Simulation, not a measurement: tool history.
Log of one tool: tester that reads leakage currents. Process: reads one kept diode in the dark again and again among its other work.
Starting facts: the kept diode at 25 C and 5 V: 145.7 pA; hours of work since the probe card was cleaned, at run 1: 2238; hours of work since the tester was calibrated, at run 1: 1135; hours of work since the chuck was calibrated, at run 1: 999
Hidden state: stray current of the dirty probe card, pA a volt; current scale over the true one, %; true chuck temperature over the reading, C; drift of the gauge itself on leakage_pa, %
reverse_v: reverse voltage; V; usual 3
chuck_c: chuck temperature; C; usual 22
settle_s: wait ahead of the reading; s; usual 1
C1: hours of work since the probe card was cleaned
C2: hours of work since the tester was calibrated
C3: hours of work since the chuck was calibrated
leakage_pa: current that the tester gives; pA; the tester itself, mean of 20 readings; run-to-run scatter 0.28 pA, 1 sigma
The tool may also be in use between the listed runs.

Run 1, day 0: usual settings; C1 2238; C2 1135; C3 999. Result: leakage_pa 91.17 pA.
Run 2, day 2.988: usual settings; C1 2280; C2 1177; C3 1041. Result: leakage_pa 91.31 pA.
Run 3, day 6.125: usual settings but reverse_v 16.87 V; C1 2325; C2 1222; C3 1086. Result: leakage_pa 179.5 pA.
Run 4, day 9.75: usual settings; C1 2376; C2 1273; C3 1137. Result: leakage_pa 91.21 pA.
Run 5, day 13.058: usual settings; C1 2423; C2 1320; C3 1184. Result: leakage_pa 90.07 pA.
Run 6, day 17.262: usual settings but chuck_c 35 C; C1 2483; C2 1380; C3 1244. Result: leakage_pa 279.17 pA.
At day 18.258: chuck's temperature calibrated.
Run 7, day 21.346: usual settings but chuck_c 35 C; C1 2539; C2 1436; C3 44. Result: leakage_pa 298.58 pA.
At day 23.85: probe card cleaned and baked.
Run 8, day 24.862: usual settings but chuck_c 58 C; C1 14; C2 1484; C3 92. Result: leakage_pa 1794.16 pA.
Run 9, day 28.946: usual settings but chuck_c 52 C; C1 72; C2 1542; C3 150. Result: leakage_pa 1138.72 pA.
Run 10, day 33.404: usual settings but reverse_v 17.99 V; C1 135; C2 1605; C3 213. Result: leakage_pa 175.72 pA.
Run 11, day 37.408: usual settings but reverse_v 17.99 V; C1 192; C2 1662; C3 269. Result: leakage_pa 175.62 pA.
Run 12, day 41.108: usual settings but reverse_v 17.99 V; C1 244; C2 1714; C3 322. Result: leakage_pa 175.98 pA.
Run 13, day 44.767: usual settings but reverse_v 17.99 V; C1 296; C2 1766; C3 374. Result: leakage_pa 175.84 pA.
Run 14, day 47.967: usual settings but reverse_v 17.99 V; C1 342; C2 1811; C3 419. Result: leakage_pa 175 pA.
Run 15, day 52.267: usual settings but reverse_v 2.87 V; C1 402; C2 1872; C3 480. Result: leakage_pa 90.37 pA.
Run 16, day 56.654: usual settings but reverse_v 2.87 V; C1 465; C2 1934; C3 542. Result: leakage_pa 91.02 pA.
Run 17, day 60.046: usual settings but reverse_v 2.87 V, settle_s 0.38 s; C1 513; C2 1983; C3 590. Result: leakage_pa 90.95 pA.
Run 18, day 62.05: usual settings but reverse_v 2.87 V, settle_s 0.38 s; C1 541; C2 2011; C3 618. Result: leakage_pa 90.04 pA.
Run 19, day 65.533: usual settings but reverse_v 2.87 V, settle_s 0.38 s; C1 590; C2 2060; C3 668. Result: leakage_pa 90.52 pA.
Run 20, day 67.417: usual settings but reverse_v 1.57 V, chuck_c 55 C, settle_s 0.7 s; C1 617; C2 2087; C3 694. Result: leakage_pa 1116.56 pA.
Run 21, day 71.508: usual settings but reverse_v 3.59 V, chuck_c 38 C, settle_s 1.84 s; C1 675; C2 2145; C3 752. Result: leakage_pa 392.04 pA.
Run 22, day 73.596: usual settings but settle_s 0.77 s; C1 705; C2 2174; C3 782. Result: leakage_pa 90.76 pA.
Run 23, day 77.267: usual settings but chuck_c 25 C; C1 757; C2 2226; C3 834. Result: leakage_pa 119.11 pA.
Run 24, day 81.15: usual settings but reverse_v 8.82 V, chuck_c 52 C, settle_s 0.51 s; C1 812; C2 2281; C3 889. Result: leakage_pa 1622.82 pA.
Run 25, day 84.346: usual settings but chuck_c 29 C, settle_s 3.14 s; C1 857; C2 2327; C3 934. Result: leakage_pa 170.12 pA.
Run 26, day 87.95: usual settings but reverse_v 1.18 V, settle_s 6.45 s; C1 908; C2 2378; C3 985. Result: leakage_pa 65.14 pA.
Run 27, day 91.804: usual settings but chuck_c 41 C, settle_s 6.84 s; C1 962; C2 2432; C3 1040. Result: leakage_pa 465.49 pA.
Run 28, day 94.375: usual settings but chuck_c 41 C, settle_s 6.84 s; C1 999; C2 2469; C3 1076. Result: leakage_pa 464.34 pA.
Run 29, day 98.2: usual settings but chuck_c 37 C, settle_s 2 s; C1 1053; C2 2523; C3 1130. Result: leakage_pa 333.92 pA.
Run 30, day 100.833: usual settings but chuck_c 37 C, settle_s 2 s; C1 1090; C2 2560; C3 1168. Result: leakage_pa 332.52 pA.
Run 31, day 104.392: usual settings but reverse_v 4.31 V, chuck_c 35 C, settle_s 3.99 s; C1 1141; C2 2611; C3 1218. Result: leakage_pa 317.74 pA.
At day 107.162: chuck's temperature calibrated.
Run 32, day 108.242: usual settings but reverse_v 9.91 V, chuck_c 39 C, settle_s 0.48 s; C1 1194; C2 2664; C3 15. Result: leakage_pa 642.58 pA.
Run 33, day 112.317: usual settings but reverse_v 6.52 V, settle_s 2.19 s; C1 1252; C2 2722; C3 73. Result: leakage_pa 129.41 pA.
Run 34, day 115.158: usual settings but reverse_v 6.52 V, settle_s 2.19 s; C1 1292; C2 2762; C3 113. Result: leakage_pa 128.93 pA.
Run 35, day 119.238: usual settings but reverse_v 6.52 V, settle_s 4.92 s; C1 1350; C2 2820; C3 171. Result: leakage_pa 128.67 pA.
Run 36, day 122.629: usual settings but reverse_v 6.52 V, settle_s 4.92 s; C1 1398; C2 2868; C3 219. Result: leakage_pa 128.85 pA.

Hidden condition of the tool, last listed run before each entry between runs versus first listed run after:
After run 6, before run 7: chuck's temperature calibrated (day 18.258)
  stray current of the dirty probe card, pA a volt: 1.167 -> 1.193; current scale over the true one, %: 0.98 -> 1.01; true chuck temperature over the reading, C: -0.81 -> -0.01
  measured less the result without the state, leakage_pa: -13.15 -> +6.23 pA
After run 7, before run 8: probe card cleaned and baked (day 23.85)
  stray current of the dirty probe card, pA a volt: 1.193 -> 0.028; current scale over the true one, %: 1.01 -> 1.04; true chuck temperature over the reading, C: -0.01 -> -0.04
  measured less the result without the state, leakage_pa: +6.23 -> +13.32 pA
After run 31, before run 32: chuck's temperature calibrated (day 107.162)
  stray current of the dirty probe card, pA a volt: 0.555 -> 0.579; current scale over the true one, %: 1.77 -> 1.8; true chuck temperature over the reading, C: -0.74 -> 0.14
  measured less the result without the state, leakage_pa: -12.13 -> +23.87 pA
